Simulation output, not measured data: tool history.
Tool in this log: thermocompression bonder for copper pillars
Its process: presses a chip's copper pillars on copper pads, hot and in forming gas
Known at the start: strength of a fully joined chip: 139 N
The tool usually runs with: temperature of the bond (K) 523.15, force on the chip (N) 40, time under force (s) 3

| run | hour | temperature of the bond (K) | force on the chip (N) | time under force (s) | force that shears a chip off (N) |
|---|---|---|---|---|---|
| 1 | 0.0 | 523.15 | 40 | 3 | 92.3 |
| 2 | 35.0 | 523.15 | 40 | 7 | 110.6 |
| 3 | 57.4 | 503.15 | 40 | 3 | 73.4 |
|  | 74.3 | forming gas filter changed |
| 4 | 81.6 | 508.15 | 40 | 3 | 82.3 |
| 5 | 121.6 | 508.15 | 40 | 3 | 82.8 |
| 6 | 149.6 | 508.15 | 40 | 3 | 79.2 |
| 7 | 182.1 | 508.15 | 40 | 3 | 78.6 |
| 8 | 222.9 | 508.15 | 40 | 3 | 76.9 |
|  | 236.4 | forming gas filter changed |
| 9 | 246.1 | 518.15 | 24 | 6 | 76.6 |
| 10 | 274.2 | 552.15 | 40 | 3 | 115.4 |
| 11 | 307.4 | 552.15 | 57 | 2 | 123.5 |
| 12 | 335.0 | 532.15 | 27 | 4 | 80.2 |
| 13 | 360.5 | 530.15 | 44 | 3 | 102.7 |

Here are 4 independent what-if runs from the current tool condition. What would each one return?
| A | 387.7 | 517.15 | 43 | 2 | ? |
| B | 387.7 | 546.15 | 44 | 3 | ? |
| C | 387.7 | 534.15 | 45 | 2 | ? |
| D | 387.7 | 525.15 | 44 | 3 | ? |

| run | force that shears a chip off (N) |
|---|---|
| A | 77.4 |
| B | 109.8 |
| C | 96.2 |
| D | 96.1 |
Stripped of hidden state, with their random variation kept, the same runs would have yielded:
| run | force that shears a chip off (N) |
|---|---|
| A | 86.9 |
| B | 121.3 |
| C | 107.0 |
| D | 106.9 |

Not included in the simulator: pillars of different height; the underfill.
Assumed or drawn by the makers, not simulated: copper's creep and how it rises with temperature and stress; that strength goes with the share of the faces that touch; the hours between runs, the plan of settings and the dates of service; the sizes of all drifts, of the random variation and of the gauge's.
